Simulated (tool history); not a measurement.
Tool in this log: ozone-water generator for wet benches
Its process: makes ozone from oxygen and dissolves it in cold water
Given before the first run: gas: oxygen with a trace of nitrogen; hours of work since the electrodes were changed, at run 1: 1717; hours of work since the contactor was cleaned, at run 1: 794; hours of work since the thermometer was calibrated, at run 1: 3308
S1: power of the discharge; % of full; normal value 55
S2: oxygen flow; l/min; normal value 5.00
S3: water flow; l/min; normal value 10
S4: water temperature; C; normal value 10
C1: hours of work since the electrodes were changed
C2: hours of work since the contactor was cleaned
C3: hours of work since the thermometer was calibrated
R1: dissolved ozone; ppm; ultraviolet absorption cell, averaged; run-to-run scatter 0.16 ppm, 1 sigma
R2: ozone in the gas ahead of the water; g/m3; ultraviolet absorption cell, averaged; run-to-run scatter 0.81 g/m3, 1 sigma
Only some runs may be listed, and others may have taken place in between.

run 1 hour=0.0 | S1=55 S2=5.00 S3=10 S4=10 | C1=1717 C2=794 C3=3308 | R1=19.2 R2=117.9
run 2 hour=78.2 | S1=55 S2=5.41 S3=10 S4=10 | C1=1772 C2=849 C3=3363 | R1=19.4 R2=113.0
run 3 hour=208.2 | S1=55 S2=5.41 S3=10 S4=10 | C1=1863 C2=940 C3=3454 | R1=19.0 R2=113.4
run 4 hour=304.6 | S1=55 S2=5.41 S3=10 S4=10 | C1=1930 C2=1007 C3=3521 | R1=19.2 R2=112.9
run 5 hour=420.4 | S1=55 S2=5.41 S3=10 S4=10 | C1=2012 C2=1089 C3=3602 | R1=18.6 R2=111.6
run 6 hour=526.3 | S1=55 S2=5.00 S3=10 S4=9 | C1=2086 C2=1163 C3=3677 | R1=19.2 R2=115.3
run 7 hour=600.5 | S1=55 S2=6.30 S3=10 S4=9 | C1=2138 C2=1215 C3=3729 | R1=19.3 R2=105.6
-- hour=616.0 contactor cleaned
run 8 hour=723.3 | S1=55 S2=5.00 S3=10 S4=9 | C1=2221 C2=75 C3=3812 | R1=18.7 R2=114.1
-- hour=789.0 water thermometer calibrated
run 9 hour=812.6 | S1=55 S2=5.00 S3=10 S4=10 | C1=2283 C2=137 C3=17 | R1=18.3 R2=114.4
run 10 hour=883.0 | S1=55 S2=5.00 S3=10 S4=10 | C1=2333 C2=187 C3=66 | R1=18.5 R2=113.2
run 11 hour=972.4 | S1=55 S2=5.00 S3=10 S4=10 | C1=2395 C2=250 C3=129 | R1=18.3 R2=112.8
run 12 hour=1031.0 | S1=55 S2=5.00 S3=10 S4=10 | C1=2436 C2=291 C3=170 | R1=17.9 R2=111.7
run 13 hour=1101.7 | S1=55 S2=5.00 S3=10 S4=10 | C1=2486 C2=340 C3=219 | R1=18.3 R2=112.2
-- hour=1130.4 contactor cleaned, once more
run 14 hour=1185.8 | S1=76 S2=5.00 S3=12 S4=10 | C1=2542 C2=39 C3=275 | R1=21.3 R2=142.6
run 15 hour=1315.2 | S1=55 S2=5.02 S3=11 S4=10 | C1=2633 C2=130 C3=366 | R1=17.8 R2=111.5
run 16 hour=1429.2 | S1=55 S2=5.00 S3=10 S4=10 | C1=2713 C2=209 C3=446 | R1=18.5 R2=111.6
run 17 hour=1539.4 | S1=55 S2=5.00 S3=10 S4=10 | C1=2790 C2=287 C3=523 | R1=18.9 R2=109.9
run 18 hour=1659.7 | S1=55 S2=8.31 S3=10 S4=10 | C1=2874 C2=371 C3=608 | R1=18.7 R2=92.6
run 19 hour=1779.8 | S1=55 S2=3.69 S3=10 S4=10 | C1=2959 C2=455 C3=692 | R1=17.6 R2=123.0
run 20 hour=1896.3 | S1=55 S2=3.69 S3=10 S4=10 | C1=3040 C2=537 C3=774 | R1=17.7 R2=122.5
run 21 hour=2021.9 | S1=55 S2=5.71 S3=10 S4=10 | C1=3128 C2=625 C3=862 | R1=18.0 R2=104.0
run 22 hour=2115.5 | S1=75 S2=6.02 S3=7 S4=7 | C1=3194 C2=691 C3=927 | R1=29.8 R2=128.4
run 23 hour=2213.9 | S1=75 S2=6.02 S3=7 S4=7 | C1=3263 C2=760 C3=996 | R1=29.4 R2=126.6

Hidden state at the last listed run before each entry between runs and at the first one after, where it differs:
Logged between run 7 and run 8: contactor cleaned (hour 616.0)
  yield of the discharge, % of new electrodes': 88.5 -> 88; contactor's efficiency, % of a clean one's: 92.2 -> 90; true water temperature over the reading, C: 0.57 -> 0.59
  measured value less the no-hidden-state value, R1: -3.0 -> -3.3 ppm; R2: -10.9 -> -12.2 g/m3
Logged between run 8 and run 9: water thermometer calibrated (hour 789.0)
  yield of the discharge, % of new electrodes': 88 -> 87.7; contactor's efficiency, % of a clean one's: 90 -> 89.6; true water temperature over the reading, C: 0.59 -> 0.03
  measured value less the no-hidden-state value, R1: -3.3 -> -3.1 ppm; R2: -12.2 -> -12.7 g/m3
Logged between run 13 and run 14: contactor cleaned, once more (hour 1130.4)
  yield of the discharge, % of new electrodes': 86.7 -> 86.4; contactor's efficiency, % of a clean one's: 88.5 -> 98.9; true water temperature over the reading, C: 0.06 -> 0.07
  measured value less the no-hidden-state value, R1: -3.5 -> -3.7 ppm; R2: -13.8 -> -24.1 g/m3
